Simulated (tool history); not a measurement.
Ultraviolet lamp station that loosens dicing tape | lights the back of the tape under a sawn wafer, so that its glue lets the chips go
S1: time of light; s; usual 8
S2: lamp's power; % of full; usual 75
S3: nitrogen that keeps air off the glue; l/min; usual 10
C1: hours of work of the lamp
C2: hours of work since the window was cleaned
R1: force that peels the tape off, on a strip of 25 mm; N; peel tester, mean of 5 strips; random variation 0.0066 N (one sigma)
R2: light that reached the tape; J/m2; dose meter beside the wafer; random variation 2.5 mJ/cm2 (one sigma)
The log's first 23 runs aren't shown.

| run | hour | S1 | S2 | S3 | C1 | C2 | R1 | R2 |
|---|---|---|---|---|---|---|---|---|
| 24 | 1018.0 | 8 | 65 | 10 | 630 | 358 | 0.710 | 1780 |
| 25 | 1063.5 | 8 | 66 | 11 | 658 | 386 | 0.692 | 1780 |
| 26 | 1118.5 | 8 | 75 | 5 | 692 | 420 | 0.892 | 2010 |
| 27 | 1149.3 | 8 | 75 | 5 | 711 | 439 | 0.912 | 1920 |
| 28 | 1217.8 | 12 | 61 | 15 | 754 | 481 | 0.342 | 2310 |
| 29 | 1250.1 | 14 | 65 | 7 | 774 | 501 | 0.367 | 2800 |
| 30 | 1303.9 | 14 | 65 | 7 | 807 | 535 | 0.393 | 2710 |
|  | 1309.1 | window cleaned of glue's vapour |
| 31 | 1362.8 | 8 | 79 | 10 | 843 | 33 | 0.536 | 2130 |
| 32 | 1411.8 | 8 | 79 | 10 | 873 | 64 | 0.537 | 2050 |

Forecast run 33:
| 33 | 1454.8 | 8 | 67 | 10 | 900 | 90 | ? | ? |

Run 33 gave R1 0.796 N, R2 1650 J/m2.
Without the tool's hidden state the same run would have given R1 0.292 N, R2 2720 J/m2.

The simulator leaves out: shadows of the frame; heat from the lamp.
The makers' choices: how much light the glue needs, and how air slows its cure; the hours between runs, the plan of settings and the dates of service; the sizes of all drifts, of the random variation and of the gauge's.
